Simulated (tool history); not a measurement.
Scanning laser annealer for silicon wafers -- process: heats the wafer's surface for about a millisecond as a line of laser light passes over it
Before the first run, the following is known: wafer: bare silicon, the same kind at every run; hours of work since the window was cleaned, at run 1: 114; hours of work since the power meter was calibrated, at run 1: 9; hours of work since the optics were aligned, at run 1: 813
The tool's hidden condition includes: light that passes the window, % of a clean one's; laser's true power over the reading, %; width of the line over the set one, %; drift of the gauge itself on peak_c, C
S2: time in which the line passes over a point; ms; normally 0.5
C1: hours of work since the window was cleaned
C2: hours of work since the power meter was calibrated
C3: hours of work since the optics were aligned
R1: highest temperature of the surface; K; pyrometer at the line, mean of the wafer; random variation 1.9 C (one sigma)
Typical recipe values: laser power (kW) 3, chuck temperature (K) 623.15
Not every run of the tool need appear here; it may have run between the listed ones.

Run 1, hour 0: usual settings; C1 114; C2 9; C3 813. Result: R1 1365.15 K.
Run 2, hour 5: usual settings; C1 116; C2 11; C3 815. Result: R1 1363.15 K.
Run 3, hour 14: usual settings; C1 120; C2 15; C3 819. Result: R1 1367.15 K.
Run 4, hour 20.2: usual settings but laser power (kW) 2.798; C1 123; C2 18; C3 821. Result: R1 1313.15 K.
Run 5, hour 28.4: usual settings but laser power (kW) 2.798; C1 126; C2 22; C3 825. Result: R1 1314.15 K.
Run 6, hour 32.5: usual settings but laser power (kW) 2.798; C1 128; C2 24; C3 827. Result: R1 1313.15 K.
Run 7, hour 40.8: usual settings but S2 0.371 ms; C1 132; C2 27; C3 831. Result: R1 1260.15 K.
Run 8, hour 48.6: usual settings but S2 0.371 ms; C1 135; C2 31; C3 834. Result: R1 1264.15 K.
Run 9, hour 56.7: usual settings but S2 0.371 ms; C1 139; C2 34; C3 837. Result: R1 1263.15 K.
At hour 62.5: optics aligned, line set to its width.
Run 10, hour 67.6: usual settings but S2 0.371 ms; C1 141; C2 37; C3 2. Result: R1 1262.15 K.

Run 11 is up next; what results do you expect?
Run 11, hour 73.9: usual settings but laser power (kW) 2.765, S2 0.485 ms, chuck temperature (K) 590.15; C1 144; C2 40; C3 5. Result: R1 ?.

{"run 11": {"R1": 1255.15}}
Minus the tool's unlogged condition, the same run would have read R1 1270.15 K.

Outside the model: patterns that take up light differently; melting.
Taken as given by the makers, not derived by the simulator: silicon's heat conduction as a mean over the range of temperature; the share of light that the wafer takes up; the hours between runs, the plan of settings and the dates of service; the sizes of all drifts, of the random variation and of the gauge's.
